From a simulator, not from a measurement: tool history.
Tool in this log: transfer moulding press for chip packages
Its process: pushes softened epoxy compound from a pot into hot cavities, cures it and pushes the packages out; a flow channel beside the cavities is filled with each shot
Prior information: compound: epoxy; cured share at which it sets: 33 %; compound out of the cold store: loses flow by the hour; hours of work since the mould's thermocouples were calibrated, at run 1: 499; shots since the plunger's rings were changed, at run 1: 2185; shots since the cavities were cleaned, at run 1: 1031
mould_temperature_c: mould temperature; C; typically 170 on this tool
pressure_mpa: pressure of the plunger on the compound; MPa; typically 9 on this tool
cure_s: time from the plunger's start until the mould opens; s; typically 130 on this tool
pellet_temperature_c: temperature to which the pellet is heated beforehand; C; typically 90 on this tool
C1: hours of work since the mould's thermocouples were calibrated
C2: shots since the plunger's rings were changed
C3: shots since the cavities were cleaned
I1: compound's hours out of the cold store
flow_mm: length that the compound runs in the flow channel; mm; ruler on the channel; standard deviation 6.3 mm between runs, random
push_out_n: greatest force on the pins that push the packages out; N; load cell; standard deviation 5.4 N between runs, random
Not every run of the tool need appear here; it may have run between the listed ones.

{"run": 1, "hour": 0.0, "mould_temperature_c": 170, "pressure_mpa": 9, "cure_s": 130, "pellet_temperature_c": 90, "C1": 499, "C2": 2185, "C3": 1031, "I1": 44, "flow_mm": 769, "push_out_n": 283}
{"hour": 16.9, "done": "cavities cleaned with cleaning compound and waxed"}
{"run": 2, "hour": 50.3, "mould_temperature_c": 170, "pressure_mpa": 9, "cure_s": 130, "pellet_temperature_c": 90, "C1": 535, "C2": 2671, "C3": 333, "I1": 22.4, "flow_mm": 846, "push_out_n": 318}
{"hour": 64.7, "done": "plunger's sealing rings changed"}
{"run": 3, "hour": 103.5, "mould_temperature_c": 167, "pressure_mpa": 9, "cure_s": 130, "pellet_temperature_c": 90, "C1": 572, "C2": 387, "C3": 838, "I1": 41.4, "flow_mm": 802, "push_out_n": 359}
{"hour": 142.5, "done": "cavities cleaned with cleaning compound and waxed"}
{"run": 4, "hour": 152.3, "mould_temperature_c": 170, "pressure_mpa": 9, "cure_s": 130, "pellet_temperature_c": 90, "C1": 606, "C2": 857, "C3": 98, "I1": 42.4, "flow_mm": 793, "push_out_n": 212}
{"run": 5, "hour": 179.8, "mould_temperature_c": 166, "pressure_mpa": 9, "cure_s": 130, "pellet_temperature_c": 90, "C1": 626, "C2": 1131, "C3": 372, "I1": 34.3, "flow_mm": 822, "push_out_n": 287}
{"run": 6, "hour": 244.2, "mould_temperature_c": 170, "pressure_mpa": 9, "cure_s": 130, "pellet_temperature_c": 90, "C1": 673, "C2": 1772, "C3": 1013, "I1": 10, "flow_mm": 914, "push_out_n": 278}
{"hour": 262.8, "done": "cavities cleaned with cleaning compound and waxed"}
{"run": 7, "hour": 294.8, "mould_temperature_c": 170, "pressure_mpa": 9.04, "cure_s": 130, "pellet_temperature_c": 90, "C1": 709, "C2": 2260, "C3": 319, "I1": 15.5, "flow_mm": 864, "push_out_n": 247}
{"hour": 327.9, "done": "mould's thermocouples calibrated"}
{"hour": 353.5, "done": "plunger's sealing rings changed"}
{"run": 8, "hour": 363.8, "mould_temperature_c": 170, "pressure_mpa": 9.04, "cure_s": 130, "pellet_temperature_c": 90, "C1": 24, "C2": 103, "C3": 962, "I1": 27.9, "flow_mm": 871, "push_out_n": 259}
{"hour": 380.6, "done": "cavities cleaned with cleaning compound and waxed, once more"}
{"run": 9, "hour": 417.5, "mould_temperature_c": 170, "pressure_mpa": 9.04, "cure_s": 130, "pellet_temperature_c": 90, "C1": 63, "C2": 622, "C3": 368, "I1": 45.8, "flow_mm": 789, "push_out_n": 229}
{"run": 10, "hour": 468.6, "mould_temperature_c": 170, "pressure_mpa": 9.04, "cure_s": 130, "pellet_temperature_c": 90, "C1": 100, "C2": 1130, "C3": 876, "I1": 14.2, "flow_mm": 895, "push_out_n": 249}
{"hour": 500.4, "done": "cavities cleaned with cleaning compound and waxed"}
{"run": 11, "hour": 508.4, "mould_temperature_c": 170, "pressure_mpa": 9.04, "cure_s": 130, "pellet_temperature_c": 90, "C1": 128, "C2": 1511, "C3": 80, "I1": 22.5, "flow_mm": 859, "push_out_n": 193}
{"run": 12, "hour": 538.5, "mould_temperature_c": 170, "pressure_mpa": 9.04, "cure_s": 130, "pellet_temperature_c": 90, "C1": 150, "C2": 1811, "C3": 380, "I1": 25.5, "flow_mm": 845, "push_out_n": 238}
{"run": 13, "hour": 577.2, "mould_temperature_c": 170, "pressure_mpa": 9.04, "cure_s": 130, "pellet_temperature_c": 90, "C1": 178, "C2": 2195, "C3": 764, "I1": 8.2, "flow_mm": 908, "push_out_n": 274}
{"run": 14, "hour": 616.2, "mould_temperature_c": 170, "pressure_mpa": 9.04, "cure_s": 130, "pellet_temperature_c": 90, "C1": 206, "C2": 2584, "C3": 1153, "I1": 15.4, "flow_mm": 870, "push_out_n": 272}
{"hour": 623.4, "done": "cavities cleaned with cleaning compound and waxed"}
{"hour": 640.2, "done": "plunger's sealing rings changed"}
{"run": 15, "hour": 660.9, "mould_temperature_c": 170, "pressure_mpa": 8.1, "cure_s": 130, "pellet_temperature_c": 90, "C1": 236, "C2": 206, "C3": 349, "I1": 33.9, "flow_mm": 794, "push_out_n": 223}
{"run": 16, "hour": 697.2, "mould_temperature_c": 166, "pressure_mpa": 9, "cure_s": 150, "pellet_temperature_c": 90, "C1": 263, "C2": 568, "C3": 711, "I1": 33.8, "flow_mm": 834, "push_out_n": 246}
{"hour": 744.6, "done": "cavities cleaned with cleaning compound and waxed"}
{"run": 17, "hour": 760.0, "mould_temperature_c": 177, "pressure_mpa": 8.22, "cure_s": 143, "pellet_temperature_c": 90, "C1": 307, "C2": 1177, "C3": 153, "I1": 15, "flow_mm": 834, "push_out_n": 184}
{"run": 18, "hour": 817.1, "mould_temperature_c": 167, "pressure_mpa": 7.18, "cure_s": 120, "pellet_temperature_c": 95, "C1": 349, "C2": 1746, "C3": 722, "I1": 17.2, "flow_mm": 790, "push_out_n": 329}
{"hour": 864.3, "done": "cavities cleaned with cleaning compound and waxed"}
{"run": 19, "hour": 864.3, "mould_temperature_c": 167, "pressure_mpa": 7.18, "cure_s": 130, "pellet_temperature_c": 81, "C1": 382, "C2": 2200, "C3": 0, "I1": 40.8, "flow_mm": 698, "push_out_n": 201}
{"run": 20, "hour": 915.7, "mould_temperature_c": 177, "pressure_mpa": 9.51, "cure_s": 140, "pellet_temperature_c": 91, "C1": 420, "C2": 2712, "C3": 512, "I1": 9.4, "flow_mm": 880, "push_out_n": 208}
{"hour": 927.5, "done": "plunger's sealing rings changed"}
{"run": 21, "hour": 961.1, "mould_temperature_c": 177, "pressure_mpa": 9.51, "cure_s": 140, "pellet_temperature_c": 91, "C1": 451, "C2": 335, "C3": 939, "I1": 19.9, "flow_mm": 889, "push_out_n": 226}
{"hour": 988.3, "done": "cavities cleaned with cleaning compound and waxed"}
{"run": 22, "hour": 1028.4, "mould_temperature_c": 177, "pressure_mpa": 9.51, "cure_s": 146, "pellet_temperature_c": 84, "C1": 499, "C2": 990, "C3": 400, "I1": 28.6, "flow_mm": 842, "push_out_n": 209}
{"run": 23, "hour": 1083.8, "mould_temperature_c": 177, "pressure_mpa": 8.84, "cure_s": 146, "pellet_temperature_c": 98, "C1": 540, "C2": 1541, "C3": 951, "I1": 9.7, "flow_mm": 888, "push_out_n": 225}
{"hour": 1107.3, "done": "cavities cleaned with cleaning compound and waxed"}
{"run": 24, "hour": 1133.1, "mould_temperature_c": 178, "pressure_mpa": 9, "cure_s": 130, "pellet_temperature_c": 81, "C1": 575, "C2": 2017, "C3": 258, "I1": 21.9, "flow_mm": 853, "push_out_n": 180}
{"run": 25, "hour": 1166.3, "mould_temperature_c": 176, "pressure_mpa": 8.17, "cure_s": 159, "pellet_temperature_c": 89, "C1": 599, "C2": 2347, "C3": 588, "I1": 42.1, "flow_mm": 726, "push_out_n": 205}
{"hour": 1212.6, "done": "plunger's sealing rings changed"}
{"run": 26, "hour": 1212.8, "mould_temperature_c": 170, "pressure_mpa": 9, "cure_s": 150, "pellet_temperature_c": 93, "C1": 631, "C2": 2, "C3": 1026, "I1": 34.9, "flow_mm": 821, "push_out_n": 235}
{"hour": 1231.8, "done": "cavities cleaned with cleaning compound and waxed"}
{"run": 27, "hour": 1252.7, "mould_temperature_c": 170, "pressure_mpa": 7.25, "cure_s": 164, "pellet_temperature_c": 87, "C1": 659, "C2": 384, "C3": 208, "I1": 43.8, "flow_mm": 711, "push_out_n": 179}

4 options for the next run, each taken on its own from the tool as it stands now. Forecast them:
{"run": "A", "hour": 1298.0, "mould_temperature_c": 170, "pressure_mpa": 10.59, "cure_s": 111, "pellet_temperature_c": 87, "C1": 692, "C2": 835, "C3": 659, "I1": 34.9, "flow_mm": "?", "push_out_n": "?"}
{"run": "B", "hour": 1298.0, "mould_temperature_c": 170, "pressure_mpa": 7.15, "cure_s": 119, "pellet_temperature_c": 88, "C1": 692, "C2": 835, "C3": 659, "I1": 24, "flow_mm": "?", "push_out_n": "?"}
{"run": "C", "hour": 1298.0, "mould_temperature_c": 170, "pressure_mpa": 7.06, "cure_s": 157, "pellet_temperature_c": 100, "C1": 692, "C2": 835, "C3": 659, "I1": 28.3, "flow_mm": "?", "push_out_n": "?"}
{"run": "D", "hour": 1298.0, "mould_temperature_c": 170, "pressure_mpa": 8.31, "cure_s": 164, "pellet_temperature_c": 87, "C1": 692, "C2": 835, "C3": 659, "I1": 44.4, "flow_mm": "?", "push_out_n": "?"}

run=A flow_mm=884 push_out_n=312
run=B flow_mm=775 push_out_n=301
run=C flow_mm=749 push_out_n=230
run=D flow_mm=734 push_out_n=223
The same runs, with their run-to-run variation unchanged, on a tool lacking any hidden condition would have given:
run=A flow_mm=896 push_out_n=216
run=B flow_mm=786 push_out_n=210
run=C flow_mm=759 push_out_n=168
run=D flow_mm=744 push_out_n=163
